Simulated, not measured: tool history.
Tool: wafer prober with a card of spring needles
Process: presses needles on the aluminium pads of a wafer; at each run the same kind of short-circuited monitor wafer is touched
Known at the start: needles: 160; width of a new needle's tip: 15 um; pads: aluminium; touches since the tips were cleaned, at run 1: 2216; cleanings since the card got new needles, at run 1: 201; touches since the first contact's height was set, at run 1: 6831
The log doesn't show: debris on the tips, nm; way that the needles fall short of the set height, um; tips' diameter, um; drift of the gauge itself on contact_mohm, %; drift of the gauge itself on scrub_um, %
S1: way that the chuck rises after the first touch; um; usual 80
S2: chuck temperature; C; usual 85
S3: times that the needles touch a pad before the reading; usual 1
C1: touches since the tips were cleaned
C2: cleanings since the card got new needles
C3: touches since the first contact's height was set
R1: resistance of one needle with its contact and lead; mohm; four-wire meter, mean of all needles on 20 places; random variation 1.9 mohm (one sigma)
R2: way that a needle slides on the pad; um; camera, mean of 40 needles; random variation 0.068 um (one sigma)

{"run": 1, "hour": 0.0, "S1": 80, "S2": 85, "S3": 1, "C1": 2216, "C2": 201, "C3": 6831, "R1": 206, "R2": 17.87}
{"hour": 8.5, "done": "tips cleaned on abrasive film"}
{"hour": 20.5, "done": "card fitted with new needles"}
{"hour": 34.6, "done": "tips cleaned on abrasive film"}
{"hour": 45.9, "done": "tips cleaned on abrasive film"}
{"hour": 59.9, "done": "tips cleaned on abrasive film"}
{"run": 2, "hour": 66.9, "S1": 80, "S2": 85, "S3": 1, "C1": 3837, "C2": 3, "C3": 25369, "R1": 208, "R2": 17.82}
{"hour": 72.6, "done": "tips cleaned on abrasive film"}
{"hour": 86.7, "done": "tips cleaned on abrasive film"}
{"hour": 100.8, "done": "tips cleaned on abrasive film"}
{"hour": 114.9, "done": "tips cleaned on abrasive film"}
{"hour": 129.0, "done": "tips cleaned on abrasive film"}
{"hour": 140.2, "done": "tips cleaned on abrasive film"}
{"hour": 153.5, "done": "tips cleaned on abrasive film"}
{"run": 3, "hour": 153.5, "S1": 80, "S2": 85, "S3": 2, "C1": 0, "C2": 10, "C3": 72606, "R1": 201, "R2": 17.79}
{"hour": 164.8, "done": "tips cleaned on abrasive film"}
{"hour": 178.9, "done": "tips cleaned on abrasive film"}
{"hour": 190.2, "done": "tips cleaned on abrasive film"}
{"hour": 204.3, "done": "tips cleaned on abrasive film"}
{"hour": 218.4, "done": "tips cleaned on abrasive film"}
{"hour": 229.6, "done": "tips cleaned on abrasive film"}
{"run": 4, "hour": 236.2, "S1": 80, "S2": 85, "S3": 2, "C1": 3612, "C2": 16, "C3": 117745, "R1": 203, "R2": 17.51}
{"hour": 241.9, "done": "tips cleaned on abrasive film"}
{"hour": 256.0, "done": "tips cleaned on abrasive film"}
{"hour": 270.1, "done": "tips cleaned on abrasive film"}
{"hour": 284.2, "done": "tips cleaned on abrasive film"}
{"hour": 298.3, "done": "tips cleaned on abrasive film"}
{"hour": 298.6, "done": "height of the first contact set anew"}
{"hour": 312.6, "done": "tips cleaned on abrasive film"}
{"run": 5, "hour": 319.5, "S1": 80, "S2": 85, "S3": 2, "C1": 3748, "C2": 22, "C3": 11438, "R1": 203, "R2": 17.89}
{"hour": 325.2, "done": "tips cleaned on abrasive film"}
{"hour": 336.4, "done": "tips cleaned on abrasive film"}
{"hour": 350.5, "done": "tips cleaned on abrasive film"}
{"hour": 364.6, "done": "tips cleaned on abrasive film"}
{"run": 6, "hour": 364.8, "S1": 80, "S2": 85, "S3": 2, "C1": 81, "C2": 26, "C3": 36127, "R1": 200, "R2": 17.81}
{"hour": 376.1, "done": "tips cleaned on abrasive film"}
{"hour": 390.1, "done": "tips cleaned on abrasive film"}
{"hour": 404.2, "done": "tips cleaned on abrasive film"}
{"hour": 415.5, "done": "tips cleaned on abrasive film"}
{"hour": 429.6, "done": "tips cleaned on abrasive film"}
{"hour": 443.6, "done": "tips cleaned on abrasive film"}
{"run": 7, "hour": 443.6, "S1": 80, "S2": 85, "S3": 2, "C1": 0, "C2": 32, "C3": 79148, "R1": 201, "R2": 17.58}
{"hour": 457.7, "done": "tips cleaned on abrasive film"}
{"hour": 471.8, "done": "tips cleaned on abrasive film"}
{"hour": 485.8, "done": "tips cleaned on abrasive film"}
{"hour": 499.9, "done": "tips cleaned on abrasive film"}
{"hour": 511.4, "done": "tips cleaned on abrasive film"}
{"run": 8, "hour": 511.4, "S1": 80, "S2": 85, "S3": 2, "C1": 0, "C2": 37, "C3": 116174, "R1": 197, "R2": 17.62}
{"hour": 525.5, "done": "tips cleaned on abrasive film"}
{"hour": 539.6, "done": "tips cleaned on abrasive film"}
{"hour": 553.7, "done": "tips cleaned on abrasive film"}
{"run": 9, "hour": 559.1, "S1": 80, "S2": 85, "S3": 2, "C1": 2985, "C2": 40, "C3": 142228, "R1": 202, "R2": 17.54}
{"hour": 567.6, "done": "tips cleaned on abrasive film"}
{"hour": 576.3, "done": "height of the first contact set anew"}
{"hour": 582.0, "done": "tips cleaned on abrasive film"}
{"hour": 596.1, "done": "tips cleaned on abrasive film"}
{"hour": 610.2, "done": "tips cleaned on abrasive film"}
{"run": 10, "hour": 615.7, "S1": 80, "S2": 85, "S3": 1, "C1": 3048, "C2": 44, "C3": 21505, "R1": 206, "R2": 17.9}
{"hour": 624.2, "done": "tips cleaned on abrasive film"}
{"hour": 638.3, "done": "tips cleaned on abrasive film"}
{"hour": 652.4, "done": "tips cleaned on abrasive film"}
{"hour": 666.4, "done": "tips cleaned on abrasive film"}
{"run": 11, "hour": 666.4, "S1": 80, "S2": 85, "S3": 1, "C1": 0, "C2": 48, "C3": 49189, "R1": 200, "R2": 17.79}
{"hour": 680.5, "done": "tips cleaned on abrasive film"}
{"hour": 694.6, "done": "tips cleaned on abrasive film"}
{"hour": 708.7, "done": "tips cleaned on abrasive film"}
{"hour": 722.8, "done": "tips cleaned on abrasive film"}
{"hour": 736.9, "done": "tips cleaned on abrasive film"}
{"run": 12, "hour": 737.1, "S1": 80, "S2": 85, "S3": 1, "C1": 139, "C2": 53, "C3": 87778, "R1": 198, "R2": 17.62}
{"hour": 748.4, "done": "tips cleaned on abrasive film"}
{"hour": 762.5, "done": "tips cleaned on abrasive film"}
{"hour": 776.6, "done": "tips cleaned on abrasive film"}
{"hour": 790.7, "done": "tips cleaned on abrasive film"}
{"hour": 804.7, "done": "tips cleaned on abrasive film"}
{"run": 13, "hour": 807.9, "S1": 80, "S2": 85, "S3": 1, "C1": 1733, "C2": 58, "C3": 126419, "R1": 204, "R2": 17.57}

The next listed run, before its measurement:
{"hour": 816.4, "done": "tips cleaned on abrasive film"}
{"hour": 830.5, "done": "tips cleaned on abrasive film"}
{"hour": 844.5, "done": "tips cleaned on abrasive film"}
{"hour": 853.2, "done": "height of the first contact set anew"}
{"hour": 857.0, "done": "tips cleaned on abrasive film"}
{"run": 14, "hour": 857.0, "S1": 80, "S2": 54, "S3": 1, "C1": 0, "C2": 62, "C3": 2028, "R1": "?", "R2": "?"}

Run 14 gave R1 190 mohm, R2 17.97 um.
Without the tool's hidden state the same run would have given R1 188 mohm, R2 17.99 um.

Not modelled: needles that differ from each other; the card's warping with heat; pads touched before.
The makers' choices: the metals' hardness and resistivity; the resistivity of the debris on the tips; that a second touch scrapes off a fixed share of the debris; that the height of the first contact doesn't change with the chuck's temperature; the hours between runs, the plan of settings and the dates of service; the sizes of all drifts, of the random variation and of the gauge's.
